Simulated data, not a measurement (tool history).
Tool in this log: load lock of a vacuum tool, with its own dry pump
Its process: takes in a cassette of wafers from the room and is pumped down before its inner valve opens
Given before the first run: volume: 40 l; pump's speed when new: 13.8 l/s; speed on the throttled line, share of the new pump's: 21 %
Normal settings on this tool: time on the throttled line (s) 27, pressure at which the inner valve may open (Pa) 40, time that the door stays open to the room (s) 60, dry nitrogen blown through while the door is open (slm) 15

run,hour,time on the throttled line (s),pressure at which the inner valve may open (Pa),time that the door stays open to the room (s),dry nitrogen blown through while the door is open (slm),"incoming humidity of the room's air, %",time from the closed door until the inner valve may open (s),rise of the pressure with all valves shut (Pa/min)
1,0,27,40,60,15,46.1,44.5,0.052
2,426.9,27,40,60,15,46.8,44.4,0.057
3,917.7,37,40,60,15,45.2,51.8,0.06
4,1529.5,35,40,60,15,44.6,50.7,0.056
# hour 2030.9: door's seal changed, seat wiped
5,2084.8,35,40,60,15,45.4,50.1,0.055
6,2482.7,27,40,50,15,47,44.3,0.051
7,2864.3,27,40,60,30,46.8,44.4,0.042
8,3435.1,27,40,38,15,46.9,44.2,0.045
# hour 3662.8: dry pump taken out, an overhauled one fitted
9,3891.8,27,40,60,15,44.7,44.1,0.057
10,4363,25,40,60,15,46.4,42.6,0.056
11,4912.4,27,40,180,15,42.6,44,0.088
12,5249.8,27,40,180,15,47.5,44.5,0.101
13,5609.2,27,40,60,15,42.1,44.1,0.052
14,5965.4,27,40,60,15,46.6,44.1,0.054
15,6323.4,27,40,60,15,46.8,44.3,0.054
16,6768.2,27,40,60,15,45.6,44.2,0.057
17,7173.4,29,40,60,15,46.7,45.1,0.061
18,7637.2,29,40,60,15,44,45.6,0.057
19,7950.9,27,45,60,40,43.2,43.8,0.042
20,8564.9,32,57,54,35,46.8,47,0.042
21,9083.2,37,75,54,4,45.9,50.2,0.066
22,9430.9,37,75,54,4,43.3,50,0.063
23,9769.1,29,51,83,7,43.6,44.9,0.073
24,10033.3,29,51,83,7,45.7,45,0.079
25,10426.8,46,51,83,7,43.6,57.8,0.076
26,10693.1,27,63,60,15,45.4,42.8,0.051
27,11054.9,27,40,60,6,44.3,44.1,0.063
28,11589.1,27,40,60,6,46,44.2,0.067
29,12057.1,27,40,60,6,48.3,43.8,0.068
30,12305.7,27,64,60,6,43,42.5,0.061
# hour 12348.9: door's seal changed, seat wiped
31,12806.9,27,64,60,6,47.2,42.6,0.072
32,13237,27,64,60,6,42.4,42.6,0.062
33,13790.9,15,36,189,41,45.8,35.2,0.064
34,14185.6,27,40,69,9,44.8,43.9,0.057
35,14761.2,16,40,62,21,45.3,35.8,0.048
36,15108.6,30,52,26,9,46.1,45.9,0.042

5 ways to go on from here, each from the tool as it stands after run 36. What would each give?
A,15718.5,27,40,237,8,45.8,?,?
B,15718.5,30,53,52,7,44.7,?,?
C,15718.5,48,29,26,9,45.4,?,?
D,15718.5,36,52,26,9,44,?,?
E,15718.5,30,62,96,9,47.5,?,?

run,time from the closed door until the inner valve may open (s),rise of the pressure with all valves shut (Pa/min)
A,44.1,0.125
B,45.4,0.058
C,61.2,0.042
D,50.9,0.038
E,44.9,0.088
With no hidden state in the tool, these same runs would have given:
run,time from the closed door until the inner valve may open (s),rise of the pressure with all valves shut (Pa/min)
A,44.1,0.125
B,45.4,0.058
C,61.2,0.041
D,50.9,0.038
E,44.9,0.088
